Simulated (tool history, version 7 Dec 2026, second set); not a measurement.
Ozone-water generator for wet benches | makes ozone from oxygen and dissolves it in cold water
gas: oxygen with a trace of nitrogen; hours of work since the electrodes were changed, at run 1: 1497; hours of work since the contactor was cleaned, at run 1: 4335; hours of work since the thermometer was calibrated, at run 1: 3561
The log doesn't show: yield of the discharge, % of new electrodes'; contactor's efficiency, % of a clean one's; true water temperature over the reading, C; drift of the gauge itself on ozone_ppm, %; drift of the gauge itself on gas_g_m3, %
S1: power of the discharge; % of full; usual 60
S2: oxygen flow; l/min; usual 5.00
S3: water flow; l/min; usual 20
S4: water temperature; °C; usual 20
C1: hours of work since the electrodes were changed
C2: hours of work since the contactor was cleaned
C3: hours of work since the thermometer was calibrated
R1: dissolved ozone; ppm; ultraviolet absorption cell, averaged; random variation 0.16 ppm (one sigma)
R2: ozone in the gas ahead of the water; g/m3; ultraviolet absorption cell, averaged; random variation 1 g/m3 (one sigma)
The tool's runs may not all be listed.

run,day,S1,S2,S3,S4,C1,C2,C3,R1,R2
1,0.000,60,5.00,20,20,1497,4335,3561,19.8,179.5
2,3.688,60,5.00,20,20,1566,4404,3630,20.0,180.6
3,8.238,60,5.00,20,20,1650,4488,3714,19.7,181.1
# day 9.312: water thermometer calibrated
4,10.654,60,5.00,20,20,1694,4532,25,19.8,178.6
5,12.812,60,5.00,20,20,1734,4572,65,19.7,180.6
6,16.275,60,5.00,20,20,1799,4637,129,19.6,179.7
7,21.300,60,5.00,20,20,1892,4730,222,19.5,180.2
8,26.288,94,4.05,15,28,1984,4822,314,29.5,269.3
9,30.533,62,5.05,15,28,2063,4901,393,21.7,181.1
10,34.617,44,3.02,16,14,2138,4976,469,21.1,196.1
11,37.404,44,4.06,16,21,2190,5028,520,19.4,165.7
12,41.058,60,5.00,20,15,2258,5096,588,21.4,177.0

3 ways to go on from here, each from the tool as it stands after run 12. What would each give?
A,43.754,50,5.00,18,15,2308,5146,638,?,?
B,43.754,60,5.00,24,26,2308,5146,638,?,?
C,43.754,60,2.86,20,25,2308,5146,638,?,?

run,R1,R2
A,20.7,158.4
B,15.6,177.5
C,18.2,247.6
Without the tool's hidden state the same runs would have given:
run,R1,R2
A,20.8,160.8
B,15.6,180.1
C,18.2,251.3
